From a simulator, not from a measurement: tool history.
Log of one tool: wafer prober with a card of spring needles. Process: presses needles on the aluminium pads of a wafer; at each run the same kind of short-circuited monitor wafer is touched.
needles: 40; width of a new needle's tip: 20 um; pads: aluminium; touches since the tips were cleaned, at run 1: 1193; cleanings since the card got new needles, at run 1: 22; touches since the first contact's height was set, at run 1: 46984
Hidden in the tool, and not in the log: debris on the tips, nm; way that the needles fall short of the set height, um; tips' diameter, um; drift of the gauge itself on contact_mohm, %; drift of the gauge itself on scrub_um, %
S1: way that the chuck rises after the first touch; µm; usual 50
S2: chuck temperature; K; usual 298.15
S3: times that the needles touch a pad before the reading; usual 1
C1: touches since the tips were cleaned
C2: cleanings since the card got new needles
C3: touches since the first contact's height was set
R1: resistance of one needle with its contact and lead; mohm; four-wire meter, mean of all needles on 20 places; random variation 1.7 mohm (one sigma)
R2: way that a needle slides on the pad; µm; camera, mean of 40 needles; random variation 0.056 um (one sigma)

Run 1, day 0.000: usual settings; C1 1193; C2 22; C3 46984. Result: R1 172 mohm, R2 11.22 µm.
At day 0.454: tips cleaned on abrasive film.
Run 2, day 0.454: usual settings; C1 0; C2 23; C3 52400. Result: R1 169 mohm, R2 11.11 µm.
Run 3, day 0.875: usual settings but S3 2; C1 5094; C2 23; C3 57494. Result: R1 171 mohm, R2 11.13 µm.
At day 1.021: tips cleaned on abrasive film.
Run 4, day 1.429: usual settings but S3 2; C1 4939; C2 24; C3 64113. Result: R1 173 mohm, R2 11.12 µm.
At day 1.592: tips cleaned on abrasive film.
Run 5, day 1.962: usual settings; C1 4504; C2 25; C3 70497. Result: R1 169 mohm, R2 11.22 µm.
At day 2.175: tips cleaned on abrasive film.
Run 6, day 2.275: usual settings; C1 1202; C2 26; C3 74191. Result: R1 168 mohm, R2 11.11 µm.
At day 2.750: tips cleaned on abrasive film.
Run 7, day 2.771: usual settings; C1 255; C2 27; C3 80144. Result: R1 171 mohm, R2 11.12 µm.
At day 3.304: tips cleaned on abrasive film.
Run 8, day 3.329: usual settings; C1 290; C2 28; C3 86804. Result: R1 170 mohm, R2 11.24 µm.
At day 3.862: tips cleaned on abrasive film.
Run 9, day 3.879: usual settings but S2 318.15 K; C1 190; C2 29; C3 93375. Result: R1 176 mohm, R2 11.28 µm.
Run 10, day 4.300: usual settings but S2 318.15 K; C1 5265; C2 29; C3 98450. Result: R1 173 mohm, R2 11.20 µm.
At day 4.438: tips cleaned on abrasive film.
Run 11, day 4.638: usual settings but S2 327.15 K; C1 2444; C2 30; C3 102479. Result: R1 175 mohm, R2 11.02 µm.
At day 5.025: tips cleaned on abrasive film.
Run 12, day 5.038: usual settings but S2 327.15 K; C1 131; C2 31; C3 107218. Result: R1 176 mohm, R2 11.15 µm.
Run 13, day 5.354: usual settings but S2 327.15 K; C1 3983; C2 31; C3 111070. Result: R1 177 mohm, R2 11.14 µm.
At day 5.579: tips cleaned on abrasive film.
Run 14, day 5.846: usual settings but S2 327.15 K; C1 3166; C2 32; C3 116899. Result: R1 177 mohm, R2 11.16 µm.
At day 6.154: tips cleaned on abrasive film.
At day 6.167: height of the first contact set anew.
Run 15, day 6.279: usual settings but S2 327.15 K; C1 1356; C2 33; C3 1356. Result: R1 177 mohm, R2 11.07 µm.
At day 6.729: tips cleaned on abrasive film.
Run 16, day 6.829: usual settings; C1 1174; C2 34; C3 7904. Result: R1 170 mohm, R2 11.08 µm.
At day 7.283: tips cleaned on abrasive film.
Run 17, day 7.425: usual settings; C1 1711; C2 35; C3 15041. Result: R1 168 mohm, R2 11.08 µm.
At day 7.858: tips cleaned on abrasive film.
Run 18, day 7.967: usual settings; C1 1311; C2 36; C3 21513. Result: R1 170 mohm, R2 11.23 µm.
Run 19, day 8.258: usual settings but S1 41 µm, S3 3; C1 4837; C2 36; C3 25039. Result: R1 172 mohm, R2 9.12 µm.
At day 8.412: tips cleaned on abrasive film.
Run 20, day 8.538: usual settings but S1 41 µm, S3 3; C1 1478; C2 37; C3 28343. Result: R1 172 mohm, R2 9.14 µm.
Run 21, day 8.933: usual settings but S1 32 µm; C1 6281; C2 37; C3 33146. Result: R1 179 mohm, R2 7.13 µm.
At day 8.992: tips cleaned on abrasive film.
Run 22, day 9.262: usual settings but S2 353.15 K; C1 3250; C2 38; C3 37026. Result: R1 182 mohm, R2 11.20 µm.
At day 9.546: tips cleaned on abrasive film.
Run 23, day 9.750: usual settings but S1 34 µm, S2 307.15 K, S3 3; C1 2498; C2 39; C3 42891. Result: R1 179 mohm, R2 7.60 µm.
At day 10.092: tips cleaned on abrasive film.
Run 24, day 10.092: usual settings but S1 34 µm, S2 307.15 K, S3 3; C1 0; C2 40; C3 46955. Result: R1 176 mohm, R2 7.60 µm.
At day 10.642: tips cleaned on abrasive film.
Run 25, day 10.688: usual settings but S1 34 µm, S2 316.15 K, S3 3; C1 578; C2 41; C3 54083. Result: R1 181 mohm, R2 7.61 µm.
At day 11.192: tips cleaned on abrasive film.
Run 26, day 11.288: usual settings but S1 35 µm, S2 364.15 K, S3 2; C1 1164; C2 42; C3 61257. Result: R1 190 mohm, R2 7.86 µm.
At day 11.742: tips cleaned on abrasive film.
Run 27, day 11.804: usual settings but S1 34 µm, S2 311.15 K; C1 775; C2 43; C3 67421. Result: R1 177 mohm, R2 7.58 µm.
At day 12.304: tips cleaned on abrasive film.
Run 28, day 12.342: usual settings but S1 34 µm, S2 357.15 K; C1 455; C2 44; C3 73829. Result: R1 190 mohm, R2 7.58 µm.

Run 29 comes next. What will it give?
Run 29, day 12.796: usual settings but S1 34 µm, S2 357.15 K; C1 5937; C2 44; C3 79311. Result: R1 ?, R2 ?.

R1: 186 mohm
R2: 7.60 µm
Without the tool's hidden state the same run would have given R1 185 mohm, R2 7.60 µm.

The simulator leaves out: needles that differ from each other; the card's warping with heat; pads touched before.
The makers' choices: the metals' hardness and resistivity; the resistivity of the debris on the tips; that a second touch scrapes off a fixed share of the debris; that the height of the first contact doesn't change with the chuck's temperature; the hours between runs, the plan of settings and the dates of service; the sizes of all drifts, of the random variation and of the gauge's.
